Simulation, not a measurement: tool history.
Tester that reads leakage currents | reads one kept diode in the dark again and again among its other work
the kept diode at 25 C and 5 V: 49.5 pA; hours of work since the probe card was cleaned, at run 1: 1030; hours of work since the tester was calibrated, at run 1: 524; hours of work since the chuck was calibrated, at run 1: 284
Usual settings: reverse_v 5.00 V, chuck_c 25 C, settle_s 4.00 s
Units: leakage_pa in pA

run,hour,reverse_v,chuck_c,settle_s,hours of work since the probe card was cleaned,hours of work since the tester was calibrated,hours of work since the chuck was calibrated,leakage_pa
1,0.0,5.00,25,4.00,1030,524,284,49.65
2,15.7,5.00,25,8.01,1041,535,295,49.58
3,43.7,5.00,25,8.01,1062,556,316,49.99
4,68.7,5.00,25,4.00,1081,575,334,49.92
5,98.3,5.00,25,4.00,1103,596,356,49.68
6,118.7,5.00,25,4.00,1118,612,371,49.70
7,146.5,5.00,37,4.00,1138,632,392,148.50
8,167.5,5.00,43,4.00,1154,648,408,250.40
9,188.4,5.00,43,4.00,1169,663,423,249.24
10,209.1,5.00,43,4.00,1185,679,439,249.90
11,227.9,5.00,43,4.00,1199,693,452,249.67
12,245.5,5.00,25,4.00,1212,705,465,49.72
13,262.6,5.00,25,6.33,1224,718,478,50.10
14,280.1,5.00,25,6.33,1237,731,491,49.59
15,297.0,5.00,25,4.00,1250,744,504,49.92
16,313.8,5.00,21,4.00,1262,756,516,33.88
17,345.6,5.00,21,4.00,1286,780,540,33.91
18,364.5,5.00,21,4.00,1300,794,554,34.02
19,398.9,5.00,25,1.60,1325,819,579,50.26
20,424.9,5.00,25,1.60,1344,838,598,50.07
21,441.0,6.36,25,0.33,1356,850,610,58.44
22,458.1,16.78,25,2.36,1369,863,623,80.65
23,476.7,16.78,34,2.36,1383,877,637,182.95
24,501.9,16.78,34,2.36,1402,895,655,183.47
25,527.6,1.36,25,1.17,1421,915,674,30.39
26,558.8,17.99,33,5.10,1444,938,698,172.14
27,581.1,5.00,47,4.00,1460,954,714,349.96
28,613.6,5.00,56,3.35,1484,978,738,722.89
29,629.5,7.62,25,7.89,1496,990,750,58.42
30,652.9,3.04,57,7.38,1513,1007,767,641.80
31,671.0,11.20,41,7.38,1527,1021,781,288.84
32,696.2,11.20,41,7.38,1545,1039,799,287.98
33,719.3,1.07,32,0.44,1563,1057,817,52.98
34,742.0,1.07,32,0.44,1579,1073,833,52.73

Some steps in leakage_pa between neighbouring runs. How much of each would the tool show without its hidden state too (settings, what came in, random variation), and how much is left for the hidden state, with any gauge scatter that isn't in both results?
The hidden state here: stray current of the dirty probe card, pA a volt; current scale over the true one, %; true chuck temperature over the reading, C; drift of the gauge itself on leakage_pa, %.
Run 27 -> 28: chuck_c 47 -> 56, settle_s 4.00 -> 3.35. leakage_pa +372.93 pA: hidden state -0.11, all else +373.04.
Run 28 -> 29: reverse_v 5.00 -> 7.62, chuck_c 56 -> 25, settle_s 3.35 -> 7.89. leakage_pa -664.47 pA: hidden state +0.22, all else -664.69.
Run 29 -> 30: reverse_v 7.62 -> 3.04, chuck_c 25 -> 57, settle_s 7.89 -> 7.38. leakage_pa +583.38 pA: hidden state -0.22, all else +583.60.
Run 30 -> 31: reverse_v 3.04 -> 11.20, chuck_c 57 -> 41. leakage_pa -352.96 pA: hidden state +0.17, all else -353.13.
